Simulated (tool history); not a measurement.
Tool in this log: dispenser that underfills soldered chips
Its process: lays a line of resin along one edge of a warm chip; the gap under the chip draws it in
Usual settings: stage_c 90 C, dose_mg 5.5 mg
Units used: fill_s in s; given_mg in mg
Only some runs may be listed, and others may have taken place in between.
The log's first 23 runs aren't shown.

| run | hour | stage_c | dose_mg | fill_s | given_mg |
|---|---|---|---|---|---|
|  | 259 | new syringe of resin |
|  | 268.7 | new syringe of resin |
| 24 | 270.4 | 88 | 6.3 | 16.8 | 5.97 |
|  | 277.8 | new syringe of resin |
| 25 | 277.8 | 88 | 6.3 | 15.4 | 6 |
| 26 | 285 | 103 | 4.94 | 13.8 | 4.65 |
|  | 287.1 | new syringe of resin |
| 27 | 292.7 | 79 | 4.79 | 30 | 4.52 |
|  | 296.5 | new syringe of resin |
| 28 | 300.9 | 81 | 5.24 | 24.6 | 4.97 |
|  | 306.5 | new syringe of resin |
| 29 | 309.7 | 77 | 5.02 | 28.2 | 4.7 |
|  | 315.5 | new syringe of resin |
| 30 | 317.8 | 100 | 5.02 | 11.8 | 4.66 |
|  | 325.1 | new syringe of resin |
| 31 | 329 | 84 | 5.96 | 21.7 | 5.46 |
|  | 335.1 | new syringe of resin |
| 32 | 340.7 | 84 | 6.65 | 21.8 | 6.14 |
|  | 344.2 | new syringe of resin |
|  | 353.8 | new syringe of resin |
| 33 | 354.3 | 84 | 6.65 | 18.4 | 6.07 |

Forecast each of these 4 alternatives for the next run:
|  | 363 | new syringe of resin |
| A | 366.2 | 77 | 5.06 | ? | ? |
|  | 363 | new syringe of resin |
| B | 366.2 | 75 | 5.42 | ? | ? |
|  | 363 | new syringe of resin |
| C | 366.2 | 101 | 6.74 | ? | ? |
|  | 363 | new syringe of resin |
| D | 366.2 | 90 | 5.97 | ? | ? |

| run | fill_s | given_mg |
|---|---|---|
| A | 28.6 | 4.53 |
| B | 29.8 | 4.87 |
| C | 10.9 | 6.03 |
| D | 16.1 | 5.29 |
Take away the tool's hidden state, keep each run's random variation, and the runs would have read:
| run | fill_s | given_mg |
|---|---|---|
| A | 26.4 | 5.04 |
| B | 27.8 | 5.42 |
| C | 10.2 | 6.71 |
| D | 15.1 | 5.89 |
